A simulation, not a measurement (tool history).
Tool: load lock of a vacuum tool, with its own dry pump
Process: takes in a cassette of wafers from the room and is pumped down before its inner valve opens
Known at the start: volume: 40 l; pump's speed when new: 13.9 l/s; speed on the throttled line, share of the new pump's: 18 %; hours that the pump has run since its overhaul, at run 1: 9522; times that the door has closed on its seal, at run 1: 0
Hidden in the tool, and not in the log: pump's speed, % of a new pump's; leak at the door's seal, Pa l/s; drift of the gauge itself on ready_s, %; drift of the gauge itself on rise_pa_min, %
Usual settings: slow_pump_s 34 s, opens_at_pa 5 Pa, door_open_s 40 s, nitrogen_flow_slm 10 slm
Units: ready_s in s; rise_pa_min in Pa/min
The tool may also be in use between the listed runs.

| run | hour | slow_pump_s | opens_at_pa | door_open_s | nitrogen_flow_slm | hours that the pump has run since its overhaul | times that the door has closed on its seal | incoming humidity of the room's air, % | ready_s | rise_pa_min |
|---|---|---|---|---|---|---|---|---|---|---|
| 1 | 0.0 | 34 | 5 | 40 | 10 | 9522 | 0 | 45.2 | 56.8 | 0.019 |
| 2 | 278.7 | 34 | 5 | 40 | 10 | 9801 | 1191 | 45.7 | 56.5 | 0.024 |
| 3 | 548.9 | 34 | 5 | 40 | 10 | 10071 | 2345 | 47.9 | 56.4 | 0.020 |
| 4 | 1120.5 | 34 | 5 | 40 | 10 | 10643 | 4786 | 47.0 | 56.2 | 0.018 |
| 5 | 1683.6 | 34 | 5 | 40 | 10 | 11206 | 7192 | 47.5 | 56.5 | 0.023 |
| 6 | 2242.1 | 34 | 5 | 40 | 10 | 11764 | 9577 | 47.6 | 56.4 | 0.026 |
| 7 | 2571.8 | 34 | 5 | 40 | 10 | 12094 | 10986 | 44.0 | 56.1 | 0.014 |
| 8 | 2907.6 | 34 | 5 | 40 | 10 | 12430 | 12420 | 46.9 | 56.5 | 0.025 |
| 9 | 3340.7 | 34 | 5 | 40 | 10 | 12863 | 14270 | 44.5 | 56.7 | 0.026 |
| 10 | 3816.1 | 34 | 5 | 40 | 10 | 13338 | 16300 | 49.0 | 56.6 | 0.025 |
|  | 4008.7 | dry pump taken out, an overhauled one fitted |
| 11 | 4194.7 | 34 | 4 | 40 | 10 | 186 | 17892 | 46.1 | 57.4 | 0.026 |
| 12 | 4441.3 | 34 | 5 | 40 | 10 | 433 | 18945 | 45.7 | 56.8 | 0.026 |
| 13 | 4711.1 | 34 | 5 | 40 | 10 | 702 | 20098 | 47.2 | 56.4 | 0.017 |
| 14 | 4981.4 | 34 | 5 | 40 | 44 | 973 | 21252 | 47.7 | 56.4 | 0.008 |
| 15 | 5387.8 | 34 | 5 | 40 | 44 | 1379 | 22988 | 46.3 | 56.7 | 0.005 |
| 16 | 5783.2 | 34 | 5 | 40 | 44 | 1774 | 24677 | 45.7 | 56.6 | 0.013 |
| 17 | 6214.7 | 19 | 5 | 40 | 11 | 2206 | 26520 | 44.3 | 44.0 | 0.016 |
| 18 | 6690.8 | 19 | 5 | 40 | 11 | 2682 | 28554 | 43.8 | 44.2 | 0.019 |
| 19 | 7269.2 | 19 | 5 | 40 | 11 | 3261 | 31025 | 43.0 | 44.1 | 0.020 |
| 20 | 7686.6 | 19 | 5 | 40 | 11 | 3678 | 32807 | 45.5 | 44.0 | 0.019 |
| 21 | 8133.0 | 19 | 5 | 40 | 11 | 4124 | 34714 | 46.1 | 44.3 | 0.020 |
| 22 | 8484.2 | 44 | 6 | 40 | 11 | 4476 | 36214 | 44.2 | 64.1 | 0.019 |
| 23 | 8774.6 | 44 | 6 | 40 | 11 | 4766 | 37455 | 44.1 | 63.8 | 0.018 |

Run 24 comes next. What will it give?
| 24 | 9272.3 | 44 | 6 | 40 | 11 | 5264 | 39581 | 43.0 | ? | ? |

Run 24 gave ready_s 64.5 s, rise_pa_min 0.018 Pa/min.
Without the tool's hidden state the same run would have given ready_s 64.5 s, rise_pa_min 0.017 Pa/min.

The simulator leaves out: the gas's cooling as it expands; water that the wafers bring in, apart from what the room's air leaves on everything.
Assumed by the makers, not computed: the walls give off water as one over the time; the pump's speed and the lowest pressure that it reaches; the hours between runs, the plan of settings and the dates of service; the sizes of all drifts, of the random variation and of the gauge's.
